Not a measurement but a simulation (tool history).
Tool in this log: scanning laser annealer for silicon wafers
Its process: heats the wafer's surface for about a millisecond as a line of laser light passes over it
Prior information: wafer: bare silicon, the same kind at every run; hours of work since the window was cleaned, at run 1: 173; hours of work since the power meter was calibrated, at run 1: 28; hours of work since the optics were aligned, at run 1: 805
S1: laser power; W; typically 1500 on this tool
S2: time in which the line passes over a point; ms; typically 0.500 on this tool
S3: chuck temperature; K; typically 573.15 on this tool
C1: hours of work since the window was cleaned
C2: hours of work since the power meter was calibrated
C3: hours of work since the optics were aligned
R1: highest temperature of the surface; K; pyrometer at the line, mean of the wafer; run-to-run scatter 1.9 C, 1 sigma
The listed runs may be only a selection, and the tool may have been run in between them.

run   hour    S1     S2      S3   C1   C2   C3       R1
  1    0.0  1500  0.500  573.15  173   28  805  1359.15
  2   16.0  1500  0.500  573.15  181   37  814  1357.15
  3   27.0  1500  0.500  573.15  187   42  819  1354.15
  4   44.1  1500  0.500  573.15  196   51  828  1354.15
  5   66.5  1500  0.620  573.15  207   63  840  1452.15
  6   90.6  1500  0.620  573.15  220   75  852  1452.15
  7  105.6  1500  0.620  573.15  228   83  860  1447.15
  8  122.9  1310  0.526  602.15  237   92  869  1295.15
  9  137.2  1310  0.526  602.15  244  100  877  1289.15
 10  160.1  1310  0.520  595.15  256  112  889  1278.15
 11  177.0  1500  0.584  543.15  265  120  897  1385.15
 12  190.7  1509  0.511  595.15  272  127  904  1383.15

Predict each of these 5 candidate next runs independently; none follows another, all start after run 12:
  A  205.5  1589  0.361  603.15  279  135  912   ?
  B  205.5  1389  0.430  564.15  279  135  912   ?
  C  205.5  1296  0.500  573.15  279  135  912   ?
  D  205.5  1596  0.460  611.15  279  135  912   ?
  E  205.5  1348  0.500  573.15  279  135  912   ?

run       R1
  A  1284.15
  B  1218.15
  C  1231.15
  D  1397.15
  E  1264.15
Without the tool's unlogged condition, the same runs would have read:
run       R1
  A  1319.15
  B  1252.15
  C  1265.15
  D  1438.15
  E  1299.15
